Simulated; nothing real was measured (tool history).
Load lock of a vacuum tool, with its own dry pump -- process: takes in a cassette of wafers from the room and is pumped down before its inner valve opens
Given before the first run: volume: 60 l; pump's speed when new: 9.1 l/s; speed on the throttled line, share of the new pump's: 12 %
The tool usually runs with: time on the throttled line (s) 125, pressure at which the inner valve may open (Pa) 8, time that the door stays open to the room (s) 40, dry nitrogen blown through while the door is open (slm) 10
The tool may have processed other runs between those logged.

run	hour	time on the throttled line (s)	pressure at which the inner valve may open (Pa)	time that the door stays open to the room (s)	dry nitrogen blown through while the door is open (slm)	incoming humidity of the room's air, %	time from the closed door until the inner valve may open (s)	rise of the pressure with all valves shut (Pa/min)
1	0.0	125	8	40	10	46.0	173.5	0.482
2	117.1	125	8	40	10	44.6	172.0	0.503
3	246.3	125	8	40	10	43.0	174.2	0.534
4	350.2	125	8	40	10	45.6	173.4	0.539
# hour 478.8: door's seal changed, seat wiped
5	508.1	125	8	40	10	43.0	174.5	0.033
6	626.0	125	8	40	10	43.7	175.1	0.038
7	766.0	125	8	40	10	46.8	173.3	0.044
8	913.8	125	8	40	10	41.8	175.3	0.050
9	1100.5	125	8	40	10	46.4	173.8	0.065
10	1245.2	125	8	40	10	44.4	175.1	0.066
11	1413.0	125	8	40	10	44.3	172.0	0.084
12	1545.8	125	8	40	10	45.5	175.1	0.094
13	1673.1	125	8	40	10	43.6	176.8	0.103
14	1783.2	125	8	40	10	44.9	175.3	0.116
15	1875.0	130	8	40	10	41.7	177.9	0.115
16	2025.0	130	8	40	10	46.0	179.5	0.129
17	2131.2	145	9	57	19	46.1	191.8	0.148
18	2259.6	76	9	57	19	45.0	129.9	0.153
19	2406.3	122	9	59	19	46.6	171.0	0.170
20	2554.4	122	8	111	19	42.8	172.8	0.192
21	2643.9	124	8	111	11	46.0	174.2	0.222
22	2738.0	124	8	111	11	47.5	173.8	0.230
23	2890.8	92	8	92	10	44.1	148.5	0.242
24	2990.4	135	9	145	12	40.4	184.2	0.262
25	3128.4	135	9	145	12	45.3	181.8	0.278
26	3220.1	135	8	39	15	43.1	184.2	0.266
27	3368.7	70	8	185	45	47.5	128.6	0.294
28	3522.8	80	13	85	7	44.6	131.7	0.334
29	3687.1	80	13	85	7	44.5	133.1	0.363

Here are 5 independent what-if runs from the current tool condition. What would each one return?
A	3835.2	80	8	85	7	45.4	?	?
B	3835.2	125	7	161	10	46.2	?	?
C	3835.2	125	7	40	7	41.3	?	?
D	3835.2	125	16	54	8	43.8	?	?
E	3835.2	80	8	39	7	45.4	?	?

run	time from the closed door until the inner valve may open (s)	rise of the pressure with all valves shut (Pa/min)
A	137.8	0.388
B	177.6	0.394
C	176.9	0.363
D	172.4	0.362
E	137.8	0.365
Take away the tool's hidden state, keep each run's random variation, and the runs would have read:
run	time from the closed door until the inner valve may open (s)	rise of the pressure with all valves shut (Pa/min)
A	133.3	0.046
B	173.4	0.068
C	172.7	0.029
D	168.8	0.035
E	133.3	0.031
